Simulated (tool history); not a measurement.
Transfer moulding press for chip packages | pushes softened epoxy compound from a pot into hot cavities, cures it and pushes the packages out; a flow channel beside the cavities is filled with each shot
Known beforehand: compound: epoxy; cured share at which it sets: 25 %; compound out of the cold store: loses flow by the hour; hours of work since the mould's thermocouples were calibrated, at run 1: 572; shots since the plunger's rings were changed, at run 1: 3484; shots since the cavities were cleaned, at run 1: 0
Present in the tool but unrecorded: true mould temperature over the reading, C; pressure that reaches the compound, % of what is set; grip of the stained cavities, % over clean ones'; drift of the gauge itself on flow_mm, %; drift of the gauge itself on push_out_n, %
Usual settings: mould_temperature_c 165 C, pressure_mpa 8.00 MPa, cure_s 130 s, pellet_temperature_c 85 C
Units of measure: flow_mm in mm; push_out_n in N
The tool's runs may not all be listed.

run   hour  mould_temperature_c  pressure_mpa  cure_s  pellet_temperature_c  hours of work since the mould's thermocouples were calibrated  shots since the plunger's rings were changed  shots since the cavities were cleaned  incoming compound's hours out of the cold store  flow_mm  push_out_n
  1    0.0                  165          8.00     130                    85                                                            572                                          3484                                      0                                             40.3      482         395
  2   29.2                  165          8.00     130                    85                                                            591                                          3781                                    297                                             36.3      495         558
  3   56.4                  165          8.00     130                    85                                                            609                                          4057                                    573                                             36.7      487         634
  4   83.8                  165          8.00     130                    85                                                            627                                          4335                                    851                                             39.5      477         683
      94.6  -- cavities cleaned with cleaning compound and waxed
     103.5  -- plunger's sealing rings changed
  5  120.4                  165          8.00     130                    85                                                            648                                           171                                    236                                             34.3      525         518
  6  150.9                  165          8.00     130                    85                                                            668                                           481                                    546                                             32.2      530         661
  7  182.6                  165          6.06     130                    85                                                            689                                           802                                    867                                             38.0      443         712
     190.2  -- cavities cleaned with cleaning compound and waxed
  8  198.7                  165          6.06     130                    85                                                            699                                           951                                     86                                             23.8      483         421
  9  222.7                  165          8.00     130                    92                                                            715                                          1195                                    330                                             44.5      482         541
 10  255.9                  165          8.00     130                    76                                                            736                                          1532                                    667                                             27.0      540         655
 11  272.4                  165          8.00     130                    76                                                            747                                          1700                                    835                                             33.4      517         723
     285.6  -- cavities cleaned with cleaning compound and waxed
 12  294.2                  165          8.00     130                    76                                                            761                                          1905                                     87                                             10.7      597         452
 13  319.9                  167          8.00     130                    85                                                            778                                          2167                                    349                                             19.4      558         562
 14  353.5                  167          8.00     130                    85                                                            800                                          2508                                    690                                             18.3      558         631
     380.2  -- cavities cleaned with cleaning compound and waxed
 15  387.5                  168          8.28     130                    95                                                            821                                          2838                                     74                                             14.2      574         407
 16  402.2                  165          9.79     130                    76                                                            831                                          2987                                    223                                             42.2      526         508
     406.4  -- mould's thermocouples calibrated
 17  419.1                  167          8.67     118                    85                                                              8                                          3139                                    375                                             32.9      521         558
 18  439.9                  167          8.67     118                    85                                                             22                                          3350                                    586                                             39.4      495         614
 19  472.3                  167          8.67     118                    85                                                             43                                          3679                                    915                                             12.9      585         694
     476.1  -- cavities cleaned with cleaning compound and waxed
 20  492.1                  165          7.01     130                    83                                                             55                                          3864                                    162                                             45.1      429         462
 21  526.3                  170          9.59     130                    85                                                             78                                          4213                                    511                                             10.8      612         527
 22  551.4                  170          9.59     130                    85                                                             94                                          4467                                    765                                             13.4      593         588
     556.8  -- plunger's sealing rings changed
     573.4  -- cavities cleaned with cleaning compound and waxed
 23  574.0                  165          8.26     148                    79                                                            107                                           158                                      5                                             41.4      510         364
 24  589.7                  165          8.26     148                    79                                                            117                                           318                                    165                                              9.2      627         434
 25  611.6                  158          8.68     148                    79                                                            131                                           541                                    388                                             38.1      546         655
 26  625.8                  158          8.68     148                    79                                                            141                                           685                                    532                                             33.4      563         701
 27  653.7                  158          8.68     148                    79                                                            159                                           968                                    815                                             20.8      603         800
     669.1  -- cavities cleaned with cleaning compound and waxed
 28  688.9                  162          8.84     114                    87                                                            181                                          1311                                    201                                             41.9      524         643

Below are 3 alternative next runs, each starting from the tool's condition after run 28. Predict each:
  A  708.3                  170          8.84     117                    84                                                            194                                          1507                                    397                                             32.6        ?           ?
  B  708.3                  165          7.18     138                    85                                                            194                                          1507                                    397                                             40.8        ?           ?
  C  708.3                  166          7.03     114                    87                                                            194                                          1507                                    397                                             28.9        ?           ?

run  flow_mm  push_out_n
  A      537         520
  B      467         532
  C      493         618
Without the tool's hidden state the same runs would have given:
run  flow_mm  push_out_n
  A      549         349
  B      478         355
  C      504         409

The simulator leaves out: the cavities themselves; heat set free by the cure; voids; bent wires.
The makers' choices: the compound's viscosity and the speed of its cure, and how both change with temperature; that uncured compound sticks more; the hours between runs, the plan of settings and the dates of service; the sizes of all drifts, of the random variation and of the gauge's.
